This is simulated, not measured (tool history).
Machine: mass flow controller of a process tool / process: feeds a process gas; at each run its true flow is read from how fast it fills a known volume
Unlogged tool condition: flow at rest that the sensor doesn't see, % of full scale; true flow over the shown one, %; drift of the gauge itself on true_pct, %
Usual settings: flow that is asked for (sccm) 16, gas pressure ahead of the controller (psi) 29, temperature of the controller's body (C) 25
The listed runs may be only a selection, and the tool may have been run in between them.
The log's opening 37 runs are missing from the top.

run    hour  flow that is asked for (sccm)  gas pressure ahead of the controller (psi)  temperature of the controller's body (C)  hours of work since the controller was set to zero  hours of work since the controller was changed  true flow (%)
 38    7203                              3                                        21.8                                        26                                                 411                                            4062          98.16
 39  7354.8                             14                                        30.3                                        26                                                 494                                            4144         100.53
 40  7622.3                             14                                        30.3                                        26                                                 639                                            4289         100.56
 41  7765.9                              6                                        33.6                                        21                                                 717                                            4367          98.47
 42  8033.7                              6                                        33.6                                        21                                                 862                                            4513           98.6
 43  8273.6                              5                                          36                                        38                                                 992                                            4643         100.29
 44  8444.8                             20                                          21                                        38                                                1085                                            4736         102.55
 45  8593.9                             16                                        35.4                                        22                                                1166                                            4817         100.64

Consider 3 possible next runs. They are alternatives, not a sequence: every one starts from the tool as it was left by run 45. What does each give?
  A  8818.2                              4                                        26.7                                        29                                                1288                                            4938              ?
  B  8818.2                             16                                        31.9                                        28                                                1288                                            4938              ?
  C  8818.2                              4                                        33.6                                        34                                                1288                                            4938              ?

run  true flow (%)
  A          98.35
  B         101.27
  C          99.01
With the hidden condition removed and each run's random variation left untouched, the same runs would have given:
run  true flow (%)
  A          98.22
  B          99.94
  C          98.89
